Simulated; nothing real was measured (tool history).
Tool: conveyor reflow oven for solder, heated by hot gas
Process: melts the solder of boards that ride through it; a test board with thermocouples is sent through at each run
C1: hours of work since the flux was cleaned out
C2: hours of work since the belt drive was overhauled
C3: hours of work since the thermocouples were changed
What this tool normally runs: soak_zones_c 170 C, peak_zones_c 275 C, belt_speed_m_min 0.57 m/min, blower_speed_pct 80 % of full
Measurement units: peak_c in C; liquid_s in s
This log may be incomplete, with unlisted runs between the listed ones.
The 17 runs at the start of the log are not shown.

At day 43.967: flux residue cleaned out of gas plates and filters.
Run 18, day 45.958: usual settings but peak_zones_c 280 C; C1 26; C2 309; C3 86. Result: peak_c 265.4 C, liquid_s 62.1 s.
Run 19, day 47.646: usual settings but peak_zones_c 280 C; C1 49; C2 331; C3 108. Result: peak_c 265.4 C, liquid_s 62 s.
Run 20, day 49.525: usual settings but soak_zones_c 172 C, peak_zones_c 280 C; C1 73; C2 356; C3 133. Result: peak_c 265 C, liquid_s 62.4 s.
Run 21, day 53.312: usual settings but soak_zones_c 172 C, peak_zones_c 280 C; C1 123; C2 406; C3 183. Result: peak_c 264.9 C, liquid_s 62.7 s.
Run 22, day 57.175: usual settings but soak_zones_c 172 C, peak_zones_c 280 C; C1 174; C2 456; C3 234. Result: peak_c 264.1 C, liquid_s 62.2 s.
Run 23, day 59.088: usual settings but soak_zones_c 172 C, peak_zones_c 280 C; C1 199; C2 482; C3 259. Result: peak_c 263.8 C, liquid_s 62 s.
Run 24, day 62.392: usual settings but soak_zones_c 166 C, belt_speed_m_min 0.603 m/min, blower_speed_pct 64 % of full; C1 243; C2 525; C3 302. Result: peak_c 251.8 C, liquid_s 48.7 s.
Run 25, day 66.038: usual settings but soak_zones_c 166 C, belt_speed_m_min 0.603 m/min, blower_speed_pct 64 % of full; C1 291; C2 573; C3 351. Result: peak_c 251.1 C, liquid_s 48.4 s.
Run 26, day 68.308: usual settings but soak_zones_c 166 C, belt_speed_m_min 0.603 m/min, blower_speed_pct 64 % of full; C1 321; C2 603; C3 381. Result: peak_c 251 C, liquid_s 48.4 s.
Run 27, day 71.783: usual settings but soak_zones_c 166 C, belt_speed_m_min 0.603 m/min, blower_speed_pct 64 % of full; C1 367; C2 649; C3 426. Result: peak_c 251.1 C, liquid_s 48.1 s.
Run 28, day 75.138: usual settings but soak_zones_c 172 C, peak_zones_c 267 C, belt_speed_m_min 0.603 m/min, blower_speed_pct 86 % of full; C1 411; C2 693; C3 471. Result: peak_c 250.3 C, liquid_s 50.7 s.
At day 77.508: flux residue cleaned out of gas plates and filters.
At day 78.667: thermocouples of zones 6 and 7 changed.
Run 29, day 78.667: usual settings but soak_zones_c 156 C, peak_zones_c 276 C; C1 14; C2 736; C3 0. Result: peak_c 260.4 C, liquid_s 56.1 s.
Run 30, day 80.904: usual settings but belt_speed_m_min 0.634 m/min, blower_speed_pct 78 % of full; C1 44; C2 766; C3 29. Result: peak_c 257.5 C, liquid_s 51.6 s.

Forecast each of these 4 alternatives for the next run:
Run A, day 82.862: usual settings but belt_speed_m_min 0.479 m/min, blower_speed_pct 66 % of full; C1 70; C2 792; C3 55. Result: peak_c ?, liquid_s ?.
Run B, day 82.862: usual settings but belt_speed_m_min 0.636 m/min; C1 70; C2 792; C3 55. Result: peak_c ?, liquid_s ?.
Run C, day 82.862: usual settings but peak_zones_c 271 C, belt_speed_m_min 0.549 m/min, blower_speed_pct 73 % of full; C1 70; C2 792; C3 55. Result: peak_c ?, liquid_s ?.
Run D, day 82.862: usual settings but belt_speed_m_min 0.615 m/min, blower_speed_pct 78 % of full; C1 70; C2 792; C3 55. Result: peak_c ?, liquid_s ?.

run  peak_c  liquid_s
  A   263.2      73.8
  B   257.3      51.6
  C     257      60.2
  D   258.4      53.9
Stripped of hidden state, with their random variation kept, the same runs would have yielded:
run  peak_c  liquid_s
  A     263      72.9
  B   257.3      51.1
  C   256.8      59.4
  D   258.3      53.3

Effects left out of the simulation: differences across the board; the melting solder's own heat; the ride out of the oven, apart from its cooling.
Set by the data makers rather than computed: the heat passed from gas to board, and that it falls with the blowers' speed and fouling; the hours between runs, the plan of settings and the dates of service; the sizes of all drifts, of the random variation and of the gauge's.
